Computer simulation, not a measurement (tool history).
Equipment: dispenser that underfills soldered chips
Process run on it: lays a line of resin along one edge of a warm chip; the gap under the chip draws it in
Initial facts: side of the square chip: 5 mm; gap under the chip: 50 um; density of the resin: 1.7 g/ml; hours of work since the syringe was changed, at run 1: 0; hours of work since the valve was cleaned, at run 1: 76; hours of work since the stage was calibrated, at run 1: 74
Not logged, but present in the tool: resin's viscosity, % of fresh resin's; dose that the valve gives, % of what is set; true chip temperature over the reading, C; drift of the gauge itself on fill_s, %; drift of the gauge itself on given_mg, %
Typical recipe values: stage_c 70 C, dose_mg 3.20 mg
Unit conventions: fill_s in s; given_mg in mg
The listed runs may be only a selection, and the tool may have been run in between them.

run	hour	stage_c	dose_mg	hours of work since the syringe was changed	hours of work since the valve was cleaned	hours of work since the stage was calibrated	fill_s	given_mg
1	0.0	70	3.20	0	76	74	24.7	3.03
# hour 8.1: new syringe of resin
2	8.8	70	3.20	0	82	79	26.2	3.01
# hour 16.5: new syringe of resin
3	16.5	70	3.20	0	87	84	24.7	3.06
# hour 25.0: new syringe of resin
4	25.0	70	3.20	0	92	89	25.2	3.03
# hour 33.9: new syringe of resin
5	35.7	70	3.20	1	99	96	26.8	3.01
# hour 42.8: new syringe of resin
6	42.9	61	3.20	0	103	100	35.0	3.05
# hour 52.1: new syringe of resin
7	52.4	70	2.82	0	109	106	26.5	2.59
# hour 60.8: new syringe of resin
8	64.4	70	2.82	2	116	114	28.8	2.60
# hour 66.3: dispensing valve cleaned and set on the balance
# hour 70.2: new syringe of resin
9	74.8	59	3.20	3	5	119	42.9	3.23
# hour 78.8: new syringe of resin
10	81.9	70	3.86	2	10	124	26.7	3.83
# hour 87.2: new syringe of resin
11	88.4	84	3.39	1	14	128	16.0	3.35
# hour 96.0: new syringe of resin
12	100.0	81	3.42	3	21	135	19.6	3.35
# hour 104.6: new syringe of resin
13	108.1	81	3.42	2	26	140	19.6	3.29
# hour 113.5: new syringe of resin
14	118.4	81	3.42	3	32	146	19.8	3.35
# hour 122.6: new syringe of resin
15	130.6	81	3.42	5	40	154	22.1	3.32
# hour 131.7: new syringe of resin
16	138.7	81	3.42	4	45	159	21.6	3.32
# hour 140.3: new syringe of resin
17	146.6	71	3.42	4	50	164	28.4	3.27
# hour 149.0: new syringe of resin
18	156.1	84	3.33	5	55	170	19.2	3.19
# hour 157.6: new syringe of resin
# hour 167.0: new syringe of resin
19	168.9	56	3.88	1	63	177	42.1	3.71

Some steps in fill_s between neighbouring runs. How much of each would the tool show without its hidden state too (settings, what came in, random variation), and how much is left for the hidden state, with any gauge scatter that isn't in both results?
Run 7 -> 8: new syringe of resin. fill_s +2.3 s: hidden state +3.5, all else -1.2.
Run 18 -> 19: stage_c 84 -> 56, dose_mg 3.33 -> 3.88, new syringe of resin, new syringe of resin. fill_s +22.9 s: hidden state -3.0, all else +25.9.
